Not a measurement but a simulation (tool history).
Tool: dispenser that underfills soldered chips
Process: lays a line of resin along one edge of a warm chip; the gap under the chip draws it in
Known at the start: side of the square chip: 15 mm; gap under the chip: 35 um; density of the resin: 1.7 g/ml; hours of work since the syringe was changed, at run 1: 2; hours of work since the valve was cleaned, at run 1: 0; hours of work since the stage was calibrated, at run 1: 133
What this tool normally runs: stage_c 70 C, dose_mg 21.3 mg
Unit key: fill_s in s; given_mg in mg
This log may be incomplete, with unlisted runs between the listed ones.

| run | hour | stage_c | dose_mg | hours of work since the syringe was changed | hours of work since the valve was cleaned | hours of work since the stage was calibrated | fill_s | given_mg |
|---|---|---|---|---|---|---|---|---|
| 1 | 0.0 | 70 | 21.3 | 2 | 0 | 133 | 230.6 | 21.18 |
| 2 | 4.9 | 84 | 21.3 | 6 | 4 | 137 | 162.9 | 21.06 |
|  | 7.9 | new syringe of resin |
| 3 | 10.1 | 84 | 21.3 | 2 | 8 | 140 | 133.0 | 21.10 |
| 4 | 18.2 | 84 | 21.3 | 8 | 14 | 146 | 175.0 | 21.03 |
|  | 19.1 | new syringe of resin |
| 5 | 23.9 | 55 | 21.3 | 4 | 18 | 151 | 449.6 | 20.79 |
|  | 30.0 | new syringe of resin |
| 6 | 34.1 | 55 | 21.3 | 3 | 26 | 158 | 430.4 | 20.83 |
| 7 | 40.0 | 59 | 21.3 | 8 | 30 | 162 | 444.5 | 20.81 |
|  | 40.9 | new syringe of resin |
| 8 | 49.2 | 70 | 21.3 | 6 | 37 | 169 | 281.8 | 20.56 |
|  | 51.6 | new syringe of resin |
| 9 | 56.6 | 70 | 21.3 | 4 | 42 | 175 | 245.3 | 20.47 |
|  | 62.3 | new syringe of resin |
| 10 | 64.7 | 55 | 21.3 | 2 | 48 | 181 | 406.2 | 20.43 |
| 11 | 72.0 | 55 | 21.3 | 7 | 54 | 186 | 522.4 | 20.30 |
|  | 73.7 | new syringe of resin |
| 12 | 76.6 | 84 | 21.3 | 2 | 57 | 189 | 137.5 | 20.23 |
| 13 | 83.8 | 70 | 26.6 | 8 | 62 | 195 | 285.9 | 25.09 |
|  | 84.9 | new syringe of resin |
| 14 | 91.1 | 80 | 21.3 | 5 | 68 | 200 | 177.9 | 20.11 |
|  | 95.8 | new syringe of resin |
| 15 | 97.9 | 80 | 25.1 | 2 | 73 | 205 | 155.5 | 23.78 |
| 16 | 105.1 | 80 | 25.1 | 7 | 78 | 211 | 194.6 | 23.51 |
|  | 106.6 | new syringe of resin |
|  | 109.0 | dispensing valve cleaned and set on the balance |
| 17 | 113.5 | 70 | 21.3 | 4 | 3 | 216 | 250.4 | 21.12 |
|  | 118.5 | new syringe of resin |
| 18 | 123.6 | 70 | 21.3 | 4 | 11 | 223 | 246.5 | 21.03 |
|  | 129.2 | new syringe of resin |
| 19 | 132.4 | 70 | 22.7 | 2 | 17 | 230 | 236.5 | 22.22 |
|  | 140.3 | new syringe of resin |
| 20 | 142.7 | 70 | 22.7 | 2 | 25 | 237 | 230.0 | 22.06 |
| 21 | 147.7 | 82 | 18.7 | 6 | 29 | 241 | 179.3 | 18.18 |
|  | 151.3 | new syringe of resin |
| 22 | 155.8 | 82 | 18.7 | 3 | 35 | 247 | 162.1 | 18.11 |
| 23 | 160.8 | 70 | 22.0 | 7 | 38 | 251 | 293.2 | 20.99 |
|  | 162.7 | new syringe of resin |
| 24 | 166.6 | 73 | 19.2 | 3 | 43 | 255 | 219.1 | 18.46 |
|  | 174.0 | new syringe of resin |
| 25 | 176.8 | 66 | 19.7 | 2 | 50 | 263 | 277.5 | 19.11 |
|  | 184.9 | new syringe of resin |
| 26 | 185.7 | 78 | 22.4 | 1 | 57 | 269 | 161.1 | 21.51 |
| 27 | 190.8 | 78 | 22.4 | 4 | 60 | 273 | 187.5 | 21.29 |
|  | 195.7 | new syringe of resin |
| 28 | 200.1 | 75 | 26.2 | 3 | 67 | 280 | 199.8 | 24.69 |
|  | 206.7 | new syringe of resin |
| 29 | 210.3 | 75 | 26.2 | 3 | 75 | 287 | 189.3 | 24.68 |
|  | 217.8 | dispensing valve cleaned and set on the balance |
|  | 218.5 | new syringe of resin |
| 30 | 221.1 | 75 | 26.2 | 2 | 2 | 295 | 186.9 | 26.07 |
| 31 | 225.3 | 68 | 23.2 | 5 | 6 | 298 | 280.1 | 23.11 |
|  | 229.5 | new syringe of resin |
| 32 | 232.9 | 68 | 23.2 | 3 | 11 | 303 | 246.1 | 22.95 |
| 33 | 239.2 | 62 | 18.6 | 7 | 16 | 308 | 402.8 | 18.36 |
|  | 240.3 | new syringe of resin |
| 34 | 249.5 | 61 | 27.1 | 7 | 23 | 316 | 408.7 | 26.73 |
|  | 251.3 | new syringe of resin |
| 35 | 253.9 | 70 | 27.1 | 2 | 27 | 319 | 231.7 | 26.67 |

Forecast each of these 3 alternatives for the next run:
| A | 260.3 | 60 | 22.7 | 7 | 31 | 324 | ? | ? |
| B | 260.3 | 71 | 21.3 | 7 | 31 | 324 | ? | ? |
| C | 260.3 | 83 | 24.3 | 7 | 31 | 324 | ? | ? |

| run | fill_s | given_mg |
|---|---|---|
| A | 431.4 | 22.08 |
| B | 278.6 | 20.89 |
| C | 172.8 | 23.54 |
What these runs would have given with no unlogged condition in the tool:
| run | fill_s | given_mg |
|---|---|---|
| A | 307.7 | 22.64 |
| B | 199.0 | 21.41 |
| C | 124.0 | 24.13 |
